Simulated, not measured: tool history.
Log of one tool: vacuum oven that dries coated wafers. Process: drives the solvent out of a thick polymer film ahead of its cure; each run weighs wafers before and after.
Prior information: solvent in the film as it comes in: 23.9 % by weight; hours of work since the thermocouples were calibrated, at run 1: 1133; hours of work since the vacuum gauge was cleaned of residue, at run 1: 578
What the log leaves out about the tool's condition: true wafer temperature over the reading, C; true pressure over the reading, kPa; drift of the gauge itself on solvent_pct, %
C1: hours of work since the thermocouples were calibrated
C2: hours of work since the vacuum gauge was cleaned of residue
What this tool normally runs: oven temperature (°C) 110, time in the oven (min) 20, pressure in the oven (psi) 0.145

run 1 day=0.000 | oven_temperature_(°C)=110 time_in_the_oven_(min)=20 pressure_in_the_oven_(psi)=0.145 | C1=1133 C2=578 | solvent_left_in_the_film_(%)=4.53
run 2 day=1.325 | oven_temperature_(°C)=110 time_in_the_oven_(min)=20 pressure_in_the_oven_(psi)=0.145 | C1=1152 C2=596 | solvent_left_in_the_film_(%)=4.54
run 3 day=3.188 | oven_temperature_(°C)=110 time_in_the_oven_(min)=20 pressure_in_the_oven_(psi)=0.145 | C1=1178 C2=622 | solvent_left_in_the_film_(%)=4.53
run 4 day=4.592 | oven_temperature_(°C)=110 time_in_the_oven_(min)=20 pressure_in_the_oven_(psi)=0.206 | C1=1197 C2=642 | solvent_left_in_the_film_(%)=4.80
run 5 day=6.546 | oven_temperature_(°C)=110 time_in_the_oven_(min)=20 pressure_in_the_oven_(psi)=0.206 | C1=1225 C2=669 | solvent_left_in_the_film_(%)=4.82
-- day=7.329 oven's thermocouples calibrated
run 6 day=8.429 | oven_temperature_(°C)=121 time_in_the_oven_(min)=20 pressure_in_the_oven_(psi)=0.145 | C1=15 C2=695 | solvent_left_in_the_film_(%)=2.10
run 7 day=10.233 | oven_temperature_(°C)=110 time_in_the_oven_(min)=33 pressure_in_the_oven_(psi)=0.145 | C1=41 C2=720 | solvent_left_in_the_film_(%)=2.10
run 8 day=11.433 | oven_temperature_(°C)=110 time_in_the_oven_(min)=33 pressure_in_the_oven_(psi)=0.145 | C1=57 C2=737 | solvent_left_in_the_film_(%)=2.09
run 9 day=13.238 | oven_temperature_(°C)=110 time_in_the_oven_(min)=33 pressure_in_the_oven_(psi)=0.145 | C1=83 C2=762 | solvent_left_in_the_film_(%)=2.12
run 10 day=15.012 | oven_temperature_(°C)=110 time_in_the_oven_(min)=33 pressure_in_the_oven_(psi)=0.145 | C1=107 C2=787 | solvent_left_in_the_film_(%)=2.09
run 11 day=17.129 | oven_temperature_(°C)=110 time_in_the_oven_(min)=20 pressure_in_the_oven_(psi)=0.470 | C1=137 C2=816 | solvent_left_in_the_film_(%)=5.95
run 12 day=19.150 | oven_temperature_(°C)=110 time_in_the_oven_(min)=20 pressure_in_the_oven_(psi)=0.470 | C1=165 C2=845 | solvent_left_in_the_film_(%)=5.98
run 13 day=21.104 | oven_temperature_(°C)=110 time_in_the_oven_(min)=20 pressure_in_the_oven_(psi)=0.145 | C1=193 C2=872 | solvent_left_in_the_film_(%)=4.55
run 14 day=22.858 | oven_temperature_(°C)=110 time_in_the_oven_(min)=20 pressure_in_the_oven_(psi)=0.145 | C1=217 C2=896 | solvent_left_in_the_film_(%)=4.53
run 15 day=23.771 | oven_temperature_(°C)=110 time_in_the_oven_(min)=20 pressure_in_the_oven_(psi)=0.145 | C1=230 C2=909 | solvent_left_in_the_film_(%)=4.56
run 16 day=24.708 | oven_temperature_(°C)=110 time_in_the_oven_(min)=20 pressure_in_the_oven_(psi)=0.145 | C1=243 C2=922 | solvent_left_in_the_film_(%)=4.56
run 17 day=26.808 | oven_temperature_(°C)=110 time_in_the_oven_(min)=27 pressure_in_the_oven_(psi)=0.145 | C1=273 C2=952 | solvent_left_in_the_film_(%)=2.94
run 18 day=28.038 | oven_temperature_(°C)=110 time_in_the_oven_(min)=27 pressure_in_the_oven_(psi)=0.145 | C1=290 C2=969 | solvent_left_in_the_film_(%)=2.94
run 19 day=30.046 | oven_temperature_(°C)=110 time_in_the_oven_(min)=27 pressure_in_the_oven_(psi)=0.106 | C1=318 C2=997 | solvent_left_in_the_film_(%)=2.75
run 20 day=31.771 | oven_temperature_(°C)=110 time_in_the_oven_(min)=20 pressure_in_the_oven_(psi)=0.080 | C1=342 C2=1021 | solvent_left_in_the_film_(%)=4.25
run 21 day=33.346 | oven_temperature_(°C)=109 time_in_the_oven_(min)=20 pressure_in_the_oven_(psi)=0.145 | C1=364 C2=1043 | solvent_left_in_the_film_(%)=4.82
run 22 day=34.754 | oven_temperature_(°C)=109 time_in_the_oven_(min)=20 pressure_in_the_oven_(psi)=0.073 | C1=384 C2=1063 | solvent_left_in_the_film_(%)=4.47
run 23 day=35.758 | oven_temperature_(°C)=109 time_in_the_oven_(min)=20 pressure_in_the_oven_(psi)=0.073 | C1=398 C2=1077 | solvent_left_in_the_film_(%)=4.51
run 24 day=37.017 | oven_temperature_(°C)=109 time_in_the_oven_(min)=20 pressure_in_the_oven_(psi)=0.073 | C1=415 C2=1095 | solvent_left_in_the_film_(%)=4.51
run 25 day=38.954 | oven_temperature_(°C)=110 time_in_the_oven_(min)=29 pressure_in_the_oven_(psi)=0.187 | C1=442 C2=1122 | solvent_left_in_the_film_(%)=2.81
run 26 day=40.342 | oven_temperature_(°C)=118 time_in_the_oven_(min)=24 pressure_in_the_oven_(psi)=0.293 | C1=462 C2=1141 | solvent_left_in_the_film_(%)=2.45
run 27 day=41.467 | oven_temperature_(°C)=114 time_in_the_oven_(min)=14 pressure_in_the_oven_(psi)=0.145 | C1=478 C2=1157 | solvent_left_in_the_film_(%)=5.68
run 28 day=42.662 | oven_temperature_(°C)=120 time_in_the_oven_(min)=34 pressure_in_the_oven_(psi)=0.086 | C1=494 C2=1174 | solvent_left_in_the_film_(%)=0.66
run 29 day=44.254 | oven_temperature_(°C)=99 time_in_the_oven_(min)=15 pressure_in_the_oven_(psi)=0.189 | C1=517 C2=1196 | solvent_left_in_the_film_(%)=10.04
run 30 day=45.612 | oven_temperature_(°C)=99 time_in_the_oven_(min)=15 pressure_in_the_oven_(psi)=0.151 | C1=536 C2=1215 | solvent_left_in_the_film_(%)=9.86
run 31 day=46.704 | oven_temperature_(°C)=104 time_in_the_oven_(min)=20 pressure_in_the_oven_(psi)=0.248 | C1=551 C2=1230 | solvent_left_in_the_film_(%)=6.79
run 32 day=47.575 | oven_temperature_(°C)=104 time_in_the_oven_(min)=17 pressure_in_the_oven_(psi)=0.380 | C1=563 C2=1242 | solvent_left_in_the_film_(%)=8.47
run 33 day=49.625 | oven_temperature_(°C)=110 time_in_the_oven_(min)=20 pressure_in_the_oven_(psi)=0.390 | C1=592 C2=1271 | solvent_left_in_the_film_(%)=5.60
run 34 day=51.075 | oven_temperature_(°C)=123 time_in_the_oven_(min)=20 pressure_in_the_oven_(psi)=0.145 | C1=612 C2=1291 | solvent_left_in_the_film_(%)=1.79
run 35 day=53.004 | oven_temperature_(°C)=123 time_in_the_oven_(min)=20 pressure_in_the_oven_(psi)=0.145 | C1=639 C2=1318 | solvent_left_in_the_film_(%)=1.77
run 36 day=54.683 | oven_temperature_(°C)=123 time_in_the_oven_(min)=20 pressure_in_the_oven_(psi)=0.145 | C1=663 C2=1342 | solvent_left_in_the_film_(%)=1.76
run 37 day=56.296 | oven_temperature_(°C)=123 time_in_the_oven_(min)=20 pressure_in_the_oven_(psi)=0.145 | C1=685 C2=1364 | solvent_left_in_the_film_(%)=1.77
run 38 day=57.650 | oven_temperature_(°C)=123 time_in_the_oven_(min)=20 pressure_in_the_oven_(psi)=0.145 | C1=704 C2=1383 | solvent_left_in_the_film_(%)=1.77
run 39 day=59.325 | oven_temperature_(°C)=123 time_in_the_oven_(min)=20 pressure_in_the_oven_(psi)=0.145 | C1=727 C2=1407 | solvent_left_in_the_film_(%)=1.78
run 40 day=60.525 | oven_temperature_(°C)=123 time_in_the_oven_(min)=20 pressure_in_the_oven_(psi)=0.145 | C1=744 C2=1423 | solvent_left_in_the_film_(%)=1.78
run 41 day=62.592 | oven_temperature_(°C)=121 time_in_the_oven_(min)=20 pressure_in_the_oven_(psi)=0.145 | C1=773 C2=1452 | solvent_left_in_the_film_(%)=2.08
run 42 day=64.575 | oven_temperature_(°C)=107 time_in_the_oven_(min)=16 pressure_in_the_oven_(psi)=0.154 | C1=801 C2=1480 | solvent_left_in_the_film_(%)=6.96
run 43 day=65.492 | oven_temperature_(°C)=121 time_in_the_oven_(min)=19 pressure_in_the_oven_(psi)=0.145 | C1=814 C2=1493 | solvent_left_in_the_film_(%)=2.30
run 44 day=66.483 | oven_temperature_(°C)=121 time_in_the_oven_(min)=19 pressure_in_the_oven_(psi)=0.145 | C1=828 C2=1507 | solvent_left_in_the_film_(%)=2.30
run 45 day=67.433 | oven_temperature_(°C)=121 time_in_the_oven_(min)=19 pressure_in_the_oven_(psi)=0.303 | C1=841 C2=1520 | solvent_left_in_the_film_(%)=2.82
run 46 day=69.125 | oven_temperature_(°C)=116 time_in_the_oven_(min)=12 pressure_in_the_oven_(psi)=0.161 | C1=865 C2=1544 | solvent_left_in_the_film_(%)=6.20

Describe how what the log doesn't record of the tool's condition differs between the last listed run preceding each entry between runs and the first listed run following it.
Run 5 -> run 6: oven's thermocouples calibrated (day 7.329)
  true wafer temperature over the reading, C: 0.04 -> 0
